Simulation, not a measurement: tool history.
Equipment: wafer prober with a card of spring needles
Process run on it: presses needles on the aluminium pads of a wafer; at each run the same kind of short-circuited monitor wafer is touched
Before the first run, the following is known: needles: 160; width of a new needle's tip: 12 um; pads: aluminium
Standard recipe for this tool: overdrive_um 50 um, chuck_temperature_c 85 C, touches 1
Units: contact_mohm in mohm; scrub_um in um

run 1 hour=0 | overdrive_um=50 chuck_temperature_c=85 touches=1 | contact_mohm=197 scrub_um=11.71
-- hour=5.5 tips cleaned on abrasive film
run 2 hour=14.1 | overdrive_um=50 chuck_temperature_c=85 touches=1 | contact_mohm=198 scrub_um=11.73
-- hour=19.1 tips cleaned on abrasive film
run 3 hour=23.7 | overdrive_um=50 chuck_temperature_c=85 touches=1 | contact_mohm=202 scrub_um=11.68
-- hour=33.2 tips cleaned on abrasive film
run 4 hour=42.4 | overdrive_um=50 chuck_temperature_c=85 touches=1 | contact_mohm=198 scrub_um=11.72
-- hour=46.3 tips cleaned on abrasive film
-- hour=59.8 tips cleaned on abrasive film
run 5 hour=59.8 | overdrive_um=50 chuck_temperature_c=85 touches=1 | contact_mohm=197 scrub_um=11.71
-- hour=67.8 height of the first contact set anew
-- hour=73.2 tips cleaned on abrasive film
run 6 hour=73.2 | overdrive_um=50 chuck_temperature_c=85 touches=1 | contact_mohm=199 scrub_um=11.76
run 7 hour=83.7 | overdrive_um=57 chuck_temperature_c=85 touches=1 | contact_mohm=194 scrub_um=13.31
-- hour=86.6 tips cleaned on abrasive film
run 8 hour=95.7 | overdrive_um=57 chuck_temperature_c=85 touches=1 | contact_mohm=196 scrub_um=13.35
-- hour=100.4 tips cleaned on abrasive film
run 9 hour=105.3 | overdrive_um=57 chuck_temperature_c=85 touches=1 | contact_mohm=197 scrub_um=13.37
-- hour=113.7 tips cleaned on abrasive film
run 10 hour=117 | overdrive_um=57 chuck_temperature_c=85 touches=1 | contact_mohm=198 scrub_um=13.4
-- hour=126.7 tips cleaned on abrasive film
run 11 hour=131.6 | overdrive_um=57 chuck_temperature_c=85 touches=1 | contact_mohm=198 scrub_um=13.36
-- hour=139.8 tips cleaned on abrasive film
run 12 hour=145.6 | overdrive_um=50 chuck_temperature_c=85 touches=1 | contact_mohm=198 scrub_um=11.78
-- hour=153.5 tips cleaned on abrasive film
run 13 hour=156.1 | overdrive_um=50 chuck_temperature_c=85 touches=1 | contact_mohm=197 scrub_um=11.73
-- hour=166.5 tips cleaned on abrasive film
run 14 hour=170.7 | overdrive_um=50 chuck_temperature_c=85 touches=1 | contact_mohm=200 scrub_um=11.84
-- hour=179.4 tips cleaned on abrasive film
run 15 hour=187.6 | overdrive_um=50 chuck_temperature_c=73 touches=1 | contact_mohm=194 scrub_um=11.84
-- hour=192.9 tips cleaned on abrasive film
-- hour=206.3 tips cleaned on abrasive film
run 16 hour=208.4 | overdrive_um=50 chuck_temperature_c=26 touches=1 | contact_mohm=181 scrub_um=11.88
-- hour=219.3 tips cleaned on abrasive film
run 17 hour=224.4 | overdrive_um=48 chuck_temperature_c=40 touches=1 | contact_mohm=189 scrub_um=11.3
-- hour=233.4 tips cleaned on abrasive film
run 18 hour=234.2 | overdrive_um=50 chuck_temperature_c=85 touches=2 | contact_mohm=202 scrub_um=11.79
run 19 hour=242.8 | overdrive_um=56 chuck_temperature_c=62 touches=1 | contact_mohm=191 scrub_um=13.23
-- hour=247.1 tips cleaned on abrasive film
run 20 hour=254.6 | overdrive_um=56 chuck_temperature_c=33 touches=2 | contact_mohm=183 scrub_um=13.3
-- hour=260.2 tips cleaned on abrasive film
-- hour=273.5 tips cleaned on abrasive film
run 21 hour=273.5 | overdrive_um=56 chuck_temperature_c=38 touches=2 | contact_mohm=187 scrub_um=13.24
run 22 hour=283.4 | overdrive_um=56 chuck_temperature_c=38 touches=2 | contact_mohm=186 scrub_um=13.41
-- hour=286.6 tips cleaned on abrasive film
run 23 hour=298.8 | overdrive_um=56 chuck_temperature_c=38 touches=2 | contact_mohm=186 scrub_um=13.3
-- hour=300.7 tips cleaned on abrasive film
run 24 hour=309.5 | overdrive_um=56 chuck_temperature_c=38 touches=2 | contact_mohm=185 scrub_um=13.19
-- hour=314.2 tips cleaned on abrasive film
run 25 hour=323.8 | overdrive_um=37 chuck_temperature_c=39 touches=2 | contact_mohm=195 scrub_um=8.78
-- hour=327.7 tips cleaned on abrasive film
-- hour=340.8 tips cleaned on abrasive film
run 26 hour=342.6 | overdrive_um=64 chuck_temperature_c=85 touches=1 | contact_mohm=194 scrub_um=15.21
run 27 hour=352.8 | overdrive_um=50 chuck_temperature_c=58 touches=3 | contact_mohm=193 scrub_um=11.88
-- hour=354.2 tips cleaned on abrasive film
-- hour=367.3 tips cleaned on abrasive film
run 28 hour=367.7 | overdrive_um=50 chuck_temperature_c=58 touches=3 | contact_mohm=191 scrub_um=11.92
-- hour=381.4 tips cleaned on abrasive film
run 29 hour=382.2 | overdrive_um=50 chuck_temperature_c=54 touches=1 | contact_mohm=190 scrub_um=11.84
-- hour=396 tips cleaned on abrasive film
run 30 hour=398.7 | overdrive_um=50 chuck_temperature_c=39 touches=3 | contact_mohm=185 scrub_um=11.89

What will run 31 give?
-- hour=409.2 tips cleaned on abrasive film
run 31 hour=418.3 | overdrive_um=50 chuck_temperature_c=39 touches=3 | contact_mohm=? scrub_um=?

contact_mohm: 187 mohm
scrub_um: 11.89 um
Take away the tool's hidden state, keep the run-to-run variation as it was, and the same run would have given contact_mohm 187 mohm, scrub_um 11.69 um.
